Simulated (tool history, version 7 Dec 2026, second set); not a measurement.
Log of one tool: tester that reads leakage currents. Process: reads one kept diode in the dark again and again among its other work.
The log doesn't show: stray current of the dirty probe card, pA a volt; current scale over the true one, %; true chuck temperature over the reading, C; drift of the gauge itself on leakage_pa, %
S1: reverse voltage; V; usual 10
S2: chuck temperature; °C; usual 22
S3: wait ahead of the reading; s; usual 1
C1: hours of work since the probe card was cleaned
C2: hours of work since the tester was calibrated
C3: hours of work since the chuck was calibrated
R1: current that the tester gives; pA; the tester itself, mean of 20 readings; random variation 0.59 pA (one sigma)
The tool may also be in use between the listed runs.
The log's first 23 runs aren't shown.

run 24 day=41.458 | S1=1.1 S2=27 S3=1 | C1=1627 C2=1179 C3=271 | R1=93.22
run 25 day=42.883 | S1=4.7 S2=26 S3=0.38 | C1=1644 C2=1196 C3=288 | R1=201.54
run 26 day=44.129 | S1=1.2 S2=31 S3=0.45 | C1=1658 C2=1211 C3=302 | R1=135.01
-- day=44.379 tester calibrated
run 27 day=46.496 | S1=1.7 S2=32 S3=1 | C1=1685 C2=25 C3=329 | R1=178.92
run 28 day=47.871 | S1=1.7 S2=32 S3=1 | C1=1701 C2=41 C3=345 | R1=180.42
run 29 day=49.438 | S1=1.7 S2=32 S3=1 | C1=1719 C2=59 C3=363 | R1=181.8
run 30 day=50.633 | S1=1.7 S2=32 S3=1 | C1=1733 C2=73 C3=377 | R1=182.32
run 31 day=52.071 | S1=1.7 S2=32 S3=1 | C1=1750 C2=90 C3=394 | R1=182.47
-- day=53.1 tester calibrated, once more
run 32 day=53.992 | S1=1.2 S2=20 S3=1.61 | C1=1772 C2=10 C3=415 | R1=59.42
run 33 day=56.488 | S1=1.2 S2=20 S3=1.61 | C1=1801 C2=40 C3=444 | R1=60.06
run 34 day=58.3 | S1=10.3 S2=54 S3=9.35 | C1=1822 C2=61 C3=466 | R1=2503.52
run 35 day=60.7 | S1=10.3 S2=54 S3=0.73 | C1=1850 C2=89 C3=494 | R1=2516.48
run 36 day=62.217 | S1=10.3 S2=54 S3=0.73 | C1=1868 C2=106 C3=511 | R1=2545.21
run 37 day=64.638 | S1=1.2 S2=24 S3=9.53 | C1=1896 C2=135 C3=540 | R1=85.51
run 38 day=66.554 | S1=1.1 S2=22 S3=3.84 | C1=1918 C2=157 C3=562 | R1=69.66
-- day=67.662 chuck's temperature calibrated
run 39 day=67.662 | S1=12.5 S2=45 S3=1 | C1=1930 C2=169 C3=0 | R1=1331.42

3 ways to go on from here, each from the tool as it stands after run 39. What would each give?
run A day=69.517 | S1=10 S2=48 S3=1 | C1=1952 C2=191 C3=22 | R1=?
run B day=69.517 | S1=10 S2=45 S3=5.26 | C1=1952 C2=191 C3=22 | R1=?
run C day=69.517 | S1=1.9 S2=49 S3=0.51 | C1=1952 C2=191 C3=22 | R1=?

run=A R1=1453.14
run=B R1=1177.85
run=C R1=599.47
Without the tool's hidden state the same runs would have given:
run=A R1=1418.02
run=B R1=1146.2
run=C R1=588.45
